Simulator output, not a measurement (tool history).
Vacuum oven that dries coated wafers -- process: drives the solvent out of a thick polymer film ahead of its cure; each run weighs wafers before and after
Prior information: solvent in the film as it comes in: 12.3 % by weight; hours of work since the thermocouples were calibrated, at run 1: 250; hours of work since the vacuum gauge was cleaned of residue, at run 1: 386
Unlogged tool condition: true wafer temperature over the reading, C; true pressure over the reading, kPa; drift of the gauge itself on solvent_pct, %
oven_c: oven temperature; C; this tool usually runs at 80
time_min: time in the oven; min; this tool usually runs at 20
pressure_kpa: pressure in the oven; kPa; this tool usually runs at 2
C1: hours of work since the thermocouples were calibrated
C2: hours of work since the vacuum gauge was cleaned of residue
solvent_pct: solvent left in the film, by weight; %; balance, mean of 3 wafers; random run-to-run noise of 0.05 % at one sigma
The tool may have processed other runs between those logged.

{"run": 1, "hour": 0.0, "oven_c": 80, "time_min": 20, "pressure_kpa": 2, "C1": 250, "C2": 386, "solvent_pct": 2.9}
{"run": 2, "hour": 22.1, "oven_c": 80, "time_min": 20, "pressure_kpa": 2, "C1": 260, "C2": 396, "solvent_pct": 3.02}
{"run": 3, "hour": 70.4, "oven_c": 80, "time_min": 20, "pressure_kpa": 2, "C1": 280, "C2": 416, "solvent_pct": 2.87}
{"run": 4, "hour": 99.2, "oven_c": 80, "time_min": 20, "pressure_kpa": 2, "C1": 292, "C2": 428, "solvent_pct": 2.94}
{"run": 5, "hour": 135.7, "oven_c": 80, "time_min": 20, "pressure_kpa": 4.45, "C1": 308, "C2": 444, "solvent_pct": 5.29}
{"run": 6, "hour": 165.8, "oven_c": 80, "time_min": 20, "pressure_kpa": 2, "C1": 321, "C2": 457, "solvent_pct": 2.83}
{"run": 7, "hour": 213.8, "oven_c": 80, "time_min": 20, "pressure_kpa": 2, "C1": 341, "C2": 477, "solvent_pct": 2.97}
{"run": 8, "hour": 251.9, "oven_c": 77, "time_min": 20, "pressure_kpa": 2, "C1": 357, "C2": 493, "solvent_pct": 3.67}
{"run": 9, "hour": 291.6, "oven_c": 77, "time_min": 20, "pressure_kpa": 2, "C1": 374, "C2": 510, "solvent_pct": 3.62}
{"run": 10, "hour": 320.6, "oven_c": 75, "time_min": 20, "pressure_kpa": 2, "C1": 386, "C2": 522, "solvent_pct": 4.11}
{"run": 11, "hour": 365.7, "oven_c": 75, "time_min": 20, "pressure_kpa": 2, "C1": 405, "C2": 541, "solvent_pct": 4.08}
{"run": 12, "hour": 413.9, "oven_c": 75, "time_min": 20, "pressure_kpa": 2, "C1": 426, "C2": 562, "solvent_pct": 4.17}
{"run": 13, "hour": 452.2, "oven_c": 75, "time_min": 20, "pressure_kpa": 2, "C1": 442, "C2": 578, "solvent_pct": 4.15}
{"run": 14, "hour": 500.3, "oven_c": 80, "time_min": 20, "pressure_kpa": 2, "C1": 463, "C2": 599, "solvent_pct": 2.93}
{"hour": 503.8, "done": "vacuum gauge cleaned of residue and calibrated"}
{"run": 15, "hour": 542.6, "oven_c": 80, "time_min": 20, "pressure_kpa": 2, "C1": 480, "C2": 16, "solvent_pct": 2.99}
{"run": 16, "hour": 574.5, "oven_c": 80, "time_min": 20, "pressure_kpa": 1.39, "C1": 494, "C2": 30, "solvent_pct": 2.35}
{"run": 17, "hour": 599.6, "oven_c": 80, "time_min": 20, "pressure_kpa": 1.39, "C1": 504, "C2": 41, "solvent_pct": 2.36}
{"run": 18, "hour": 644.2, "oven_c": 80, "time_min": 22, "pressure_kpa": 2, "C1": 523, "C2": 60, "solvent_pct": 2.83}
{"hour": 671.5, "done": "vacuum gauge cleaned of residue and calibrated, once more"}
{"run": 19, "hour": 689.1, "oven_c": 80, "time_min": 22, "pressure_kpa": 2, "C1": 542, "C2": 7, "solvent_pct": 2.55}
{"run": 20, "hour": 712.2, "oven_c": 80, "time_min": 17, "pressure_kpa": 3.18, "C1": 551, "C2": 17, "solvent_pct": 4.08}
{"run": 21, "hour": 751.4, "oven_c": 83, "time_min": 14, "pressure_kpa": 3.15, "C1": 568, "C2": 34, "solvent_pct": 3.67}
{"run": 22, "hour": 799.7, "oven_c": 83, "time_min": 22, "pressure_kpa": 1.51, "C1": 588, "C2": 54, "solvent_pct": 1.63}
{"run": 23, "hour": 828.3, "oven_c": 73, "time_min": 36, "pressure_kpa": 4.29, "C1": 601, "C2": 67, "solvent_pct": 6.18}
{"run": 24, "hour": 863.4, "oven_c": 80, "time_min": 24, "pressure_kpa": 1.97, "C1": 616, "C2": 81, "solvent_pct": 2.39}
{"run": 25, "hour": 901.7, "oven_c": 80, "time_min": 24, "pressure_kpa": 1.97, "C1": 632, "C2": 98, "solvent_pct": 2.37}
{"run": 26, "hour": 941.7, "oven_c": 80, "time_min": 24, "pressure_kpa": 1.97, "C1": 649, "C2": 115, "solvent_pct": 2.4}
{"run": 27, "hour": 978.5, "oven_c": 79, "time_min": 12, "pressure_kpa": 4.69, "C1": 664, "C2": 130, "solvent_pct": 6.56}
{"run": 28, "hour": 1026.5, "oven_c": 80, "time_min": 20, "pressure_kpa": 3.01, "C1": 685, "C2": 151, "solvent_pct": 3.53}
{"run": 29, "hour": 1050.7, "oven_c": 67, "time_min": 20, "pressure_kpa": 2, "C1": 695, "C2": 161, "solvent_pct": 6.07}
{"run": 30, "hour": 1072.1, "oven_c": 82, "time_min": 12, "pressure_kpa": 5.1, "C1": 704, "C2": 170, "solvent_pct": 5.85}
{"run": 31, "hour": 1103.6, "oven_c": 80, "time_min": 14, "pressure_kpa": 3.82, "C1": 718, "C2": 183, "solvent_pct": 5.16}
{"run": 32, "hour": 1131.1, "oven_c": 80, "time_min": 14, "pressure_kpa": 3.82, "C1": 729, "C2": 195, "solvent_pct": 5}
{"run": 33, "hour": 1169.2, "oven_c": 80, "time_min": 14, "pressure_kpa": 3.82, "C1": 745, "C2": 211, "solvent_pct": 5.08}
{"run": 34, "hour": 1217.1, "oven_c": 70, "time_min": 15, "pressure_kpa": 3.87, "C1": 766, "C2": 232, "solvent_pct": 7.9}
{"run": 35, "hour": 1255.9, "oven_c": 66, "time_min": 28, "pressure_kpa": 2.4, "C1": 782, "C2": 248, "solvent_pct": 6.13}
{"run": 36, "hour": 1277.4, "oven_c": 80, "time_min": 17, "pressure_kpa": 6.24, "C1": 791, "C2": 257, "solvent_pct": 6.74}
{"run": 37, "hour": 1301.5, "oven_c": 73, "time_min": 27, "pressure_kpa": 2.97, "C1": 802, "C2": 267, "solvent_pct": 4.86}
{"run": 38, "hour": 1345.7, "oven_c": 74, "time_min": 17, "pressure_kpa": 1.03, "C1": 820, "C2": 286, "solvent_pct": 3.49}

Each row is a separate what-if for the run after 38, all from the same tool condition, not one after another. Results?
{"run": "A", "hour": 1386.1, "oven_c": 80, "time_min": 33, "pressure_kpa": 3.96, "C1": 837, "C2": 303, "solvent_pct": "?"}
{"run": "B", "hour": 1386.1, "oven_c": 88, "time_min": 16, "pressure_kpa": 2, "C1": 837, "C2": 303, "solvent_pct": "?"}
{"run": "C", "hour": 1386.1, "oven_c": 80, "time_min": 10, "pressure_kpa": 1.19, "C1": 837, "C2": 303, "solvent_pct": "?"}

run=A solvent_pct=4.15
run=B solvent_pct=1.77
run=C solvent_pct=3.66
What these runs would have given with no unlogged condition in the tool:
run=A solvent_pct=4.37
run=B solvent_pct=1.89
run=C solvent_pct=4.02
